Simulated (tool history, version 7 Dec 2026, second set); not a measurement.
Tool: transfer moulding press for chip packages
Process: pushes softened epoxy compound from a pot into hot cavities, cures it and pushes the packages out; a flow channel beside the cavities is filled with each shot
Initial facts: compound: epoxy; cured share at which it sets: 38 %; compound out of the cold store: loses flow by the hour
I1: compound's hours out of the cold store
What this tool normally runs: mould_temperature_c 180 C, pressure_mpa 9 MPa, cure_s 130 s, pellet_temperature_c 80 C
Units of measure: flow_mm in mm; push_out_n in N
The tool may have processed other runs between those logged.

{"run": 1, "day": 0.0, "mould_temperature_c": 180, "pressure_mpa": 9, "cure_s": 130, "pellet_temperature_c": 80, "I1": 12.4, "flow_mm": 778, "push_out_n": 762}
{"day": 0.275, "done": "cavities cleaned with cleaning compound and waxed"}
{"run": 2, "day": 1.162, "mould_temperature_c": 187, "pressure_mpa": 9, "cure_s": 130, "pellet_temperature_c": 80, "I1": 32.8, "flow_mm": 705, "push_out_n": 484}
{"run": 3, "day": 2.121, "mould_temperature_c": 187, "pressure_mpa": 9, "cure_s": 130, "pellet_temperature_c": 80, "I1": 28.3, "flow_mm": 701, "push_out_n": 583}
{"run": 4, "day": 3.354, "mould_temperature_c": 187, "pressure_mpa": 9, "cure_s": 130, "pellet_temperature_c": 81, "I1": 18.3, "flow_mm": 738, "push_out_n": 633}
{"day": 3.554, "done": "mould's thermocouples calibrated"}
{"run": 5, "day": 4.021, "mould_temperature_c": 187, "pressure_mpa": 9, "cure_s": 130, "pellet_temperature_c": 81, "I1": 9.6, "flow_mm": 760, "push_out_n": 654}
{"run": 6, "day": 4.983, "mould_temperature_c": 180, "pressure_mpa": 8.16, "cure_s": 130, "pellet_temperature_c": 80, "I1": 31.9, "flow_mm": 673, "push_out_n": 719}
{"run": 7, "day": 5.575, "mould_temperature_c": 180, "pressure_mpa": 8.16, "cure_s": 130, "pellet_temperature_c": 80, "I1": 35.1, "flow_mm": 672, "push_out_n": 722}
{"day": 6.417, "done": "cavities cleaned with cleaning compound and waxed"}
{"run": 8, "day": 6.417, "mould_temperature_c": 180, "pressure_mpa": 7.1, "cure_s": 117, "pellet_temperature_c": 81, "I1": 11, "flow_mm": 686, "push_out_n": 402}
{"run": 9, "day": 7.1, "mould_temperature_c": 180, "pressure_mpa": 9, "cure_s": 164, "pellet_temperature_c": 80, "I1": 16.1, "flow_mm": 750, "push_out_n": 456}
{"run": 10, "day": 7.875, "mould_temperature_c": 180, "pressure_mpa": 9, "cure_s": 164, "pellet_temperature_c": 80, "I1": 35, "flow_mm": 692, "push_out_n": 564}
{"run": 11, "day": 8.45, "mould_temperature_c": 180, "pressure_mpa": 9, "cure_s": 164, "pellet_temperature_c": 80, "I1": 23.7, "flow_mm": 731, "push_out_n": 612}

Below are 4 alternative next runs, each starting from the tool's condition after run 11. Predict each:
{"run": "A", "day": 9.125, "mould_temperature_c": 175, "pressure_mpa": 7.22, "cure_s": 124, "pellet_temperature_c": 80, "I1": 11.6, "flow_mm": "?", "push_out_n": "?"}
{"run": "B", "day": 9.125, "mould_temperature_c": 180, "pressure_mpa": 8.15, "cure_s": 130, "pellet_temperature_c": 74, "I1": 44.2, "flow_mm": "?", "push_out_n": "?"}
{"run": "C", "day": 9.125, "mould_temperature_c": 180, "pressure_mpa": 7.59, "cure_s": 130, "pellet_temperature_c": 80, "I1": 29.3, "flow_mm": "?", "push_out_n": "?"}
{"run": "D", "day": 9.125, "mould_temperature_c": 180, "pressure_mpa": 8.09, "cure_s": 148, "pellet_temperature_c": 89, "I1": 12.9, "flow_mm": "?", "push_out_n": "?"}

run=A flow_mm=694 push_out_n=823
run=B flow_mm=636 push_out_n=654
run=C flow_mm=657 push_out_n=675
run=D flow_mm=726 push_out_n=633
Stripped of hidden state, with their random variation kept, the same runs would have yielded:
run=A flow_mm=714 push_out_n=451
run=B flow_mm=654 push_out_n=352
run=C flow_mm=676 push_out_n=365
run=D flow_mm=747 push_out_n=340
